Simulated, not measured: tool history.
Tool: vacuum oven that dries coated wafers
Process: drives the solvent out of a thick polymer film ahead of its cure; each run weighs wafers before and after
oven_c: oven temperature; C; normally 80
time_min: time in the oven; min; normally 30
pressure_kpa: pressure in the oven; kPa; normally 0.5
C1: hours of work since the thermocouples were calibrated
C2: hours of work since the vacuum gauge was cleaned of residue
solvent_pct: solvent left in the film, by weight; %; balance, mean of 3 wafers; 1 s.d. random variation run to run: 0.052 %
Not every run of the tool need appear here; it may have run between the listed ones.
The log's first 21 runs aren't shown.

run 22 hour=285.4 | oven_c=80 time_min=30 pressure_kpa=0.5 | C1=1000 C2=254 | solvent_pct=1.71
run 23 hour=293.5 | oven_c=78 time_min=27 pressure_kpa=0.586 | C1=1003 C2=257 | solvent_pct=2.92
-- hour=296.5 vacuum gauge cleaned of residue and calibrated
run 24 hour=311.4 | oven_c=67 time_min=30 pressure_kpa=0.5 | C1=1011 C2=7 | solvent_pct=8.05
run 25 hour=323.4 | oven_c=67 time_min=30 pressure_kpa=0.5 | C1=1017 C2=12 | solvent_pct=7.95
run 26 hour=335 | oven_c=72 time_min=31 pressure_kpa=1.915 | C1=1022 C2=18 | solvent_pct=6.97
run 27 hour=348.1 | oven_c=77 time_min=26 pressure_kpa=0.5 | C1=1028 C2=24 | solvent_pct=3.35
-- hour=350.8 vacuum gauge cleaned of residue and calibrated, once more
run 28 hour=364.7 | oven_c=74 time_min=40 pressure_kpa=0.681 | C1=1035 C2=6 | solvent_pct=2.69
run 29 hour=379.4 | oven_c=75 time_min=19 pressure_kpa=0.423 | C1=1042 C2=13 | solvent_pct=6.27
run 30 hour=395.9 | oven_c=75 time_min=19 pressure_kpa=0.423 | C1=1050 C2=21 | solvent_pct=6.05
run 31 hour=410.9 | oven_c=68 time_min=32 pressure_kpa=0.671 | C1=1057 C2=28 | solvent_pct=6.9
run 32 hour=420.3 | oven_c=74 time_min=50 pressure_kpa=0.842 | C1=1061 C2=32 | solvent_pct=2.21
run 33 hour=432 | oven_c=80 time_min=49 pressure_kpa=0.5 | C1=1066 C2=38 | solvent_pct=0.83
run 34 hour=448.3 | oven_c=80 time_min=49 pressure_kpa=0.5 | C1=1074 C2=45 | solvent_pct=0.78
run 35 hour=459 | oven_c=80 time_min=30 pressure_kpa=1.763 | C1=1079 C2=50 | solvent_pct=3.16
run 36 hour=469.9 | oven_c=66 time_min=27 pressure_kpa=1.939 | C1=1084 C2=55 | solvent_pct=11.26
run 37 hour=487.2 | oven_c=91 time_min=24 pressure_kpa=0.304 | C1=1092 C2=63 | solvent_pct=0.32
run 38 hour=497.4 | oven_c=87 time_min=42 pressure_kpa=0.304 | C1=1097 C2=68 | solvent_pct=0.31
run 39 hour=506.6 | oven_c=87 time_min=42 pressure_kpa=0.304 | C1=1101 C2=72 | solvent_pct=0.33
run 40 hour=522.5 | oven_c=85 time_min=40 pressure_kpa=0.392 | C1=1108 C2=80 | solvent_pct=0.52
run 41 hour=536.5 | oven_c=85 time_min=40 pressure_kpa=0.392 | C1=1115 C2=86 | solvent_pct=0.41
run 42 hour=553.6 | oven_c=67 time_min=53 pressure_kpa=0.298 | C1=1123 C2=94 | solvent_pct=3.81
run 43 hour=564.8 | oven_c=92 time_min=53 pressure_kpa=1.457 | C1=1128 C2=99 | solvent_pct=1.11
run 44 hour=576.4 | oven_c=80 time_min=17 pressure_kpa=0.5 | C1=1133 C2=104 | solvent_pct=4.5

Each row is a separate what-if for the run after 44, all from the same tool condition, not one after another. Results?
run A hour=591.8 | oven_c=93 time_min=44 pressure_kpa=0.5 | C1=1140 C2=112 | solvent_pct=?
run B hour=591.8 | oven_c=80 time_min=30 pressure_kpa=0.459 | C1=1140 C2=112 | solvent_pct=?
run C hour=591.8 | oven_c=92 time_min=22 pressure_kpa=0.947 | C1=1140 C2=112 | solvent_pct=?
run D hour=591.8 | oven_c=80 time_min=19 pressure_kpa=0.5 | C1=1140 C2=112 | solvent_pct=?
run E hour=591.8 | oven_c=70 time_min=26 pressure_kpa=0.773 | C1=1140 C2=112 | solvent_pct=?

run=A solvent_pct=0.43
run=B solvent_pct=1.7
run=C solvent_pct=0.83
run=D solvent_pct=3.81
run=E solvent_pct=7.64
Had the tool no hidden state, the same runs would have come out as:
run=A solvent_pct=0.39
run=B solvent_pct=1.26
run=C solvent_pct=0.71
run=D solvent_pct=3.01
run=E solvent_pct=6.52
